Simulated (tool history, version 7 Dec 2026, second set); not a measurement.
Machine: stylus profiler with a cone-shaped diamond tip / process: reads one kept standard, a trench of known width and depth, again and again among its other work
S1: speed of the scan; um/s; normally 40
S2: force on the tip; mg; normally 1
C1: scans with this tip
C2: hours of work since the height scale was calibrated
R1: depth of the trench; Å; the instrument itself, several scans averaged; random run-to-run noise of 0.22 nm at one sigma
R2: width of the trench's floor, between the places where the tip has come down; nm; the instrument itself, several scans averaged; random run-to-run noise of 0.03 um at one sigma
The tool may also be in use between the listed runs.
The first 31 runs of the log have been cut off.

run    hour   S1    S2     C1   C2       R1     R2
 32   960.9  146  1.55  12171   43  10064.3  40980
 33   984.8  146  1.55  12368   57  10059.7  40960
 34  1007.1   87  2.07  12553   71  10071.4  41220
 35  1040.8   18  1.05  12832   91  10040.1  41370
 36  1063.3   17  2.36  13017  104    10078  41450
 37  1089.1   18  0.69  13231  119    10028  41330
 38  1132.1   25  0.89  13586  145  10037.3  41200
 39  1168.2  136   0.6  13885  166  10024.2  40360
 40  1193.8  136   0.6  14096  181  10023.6  40360
 41    1233  126   2.1  14421  205  10064.9  40800
 42  1269.4  126   2.1  14722  226    10067  40740
 43  1314.6  126   2.1  15095  253  10065.9  40720
 44  1353.6   55  1.69  15418  276  10056.9  40810
 45    1372   57  0.77  15570  287  10031.3  40770

Alternative continuations, all from the tool just after run 45; predict every row:
  A  1398.4  146  0.47  15788  303   ?   ?
  B  1398.4  136  1.14  15788  303   ?   ?
  C  1398.4   85     1  15788  303   ?   ?
  D  1398.4   66  1.74  15788  303   ?   ?
  E  1398.4   27  0.45  15788  303   ?   ?

run       R1     R2
  A  10013.7  39850
  B  10040.2  40370
  C    10032  40550
  D  10056.4  40720
  E    10014  40820
Had the tool no hidden state, the same runs would have come out as:
run       R1     R2
  A  10029.4  42850
  B    10056  43360
  C  10047.7  43540
  D  10072.2  43710
  E  10029.7  43810
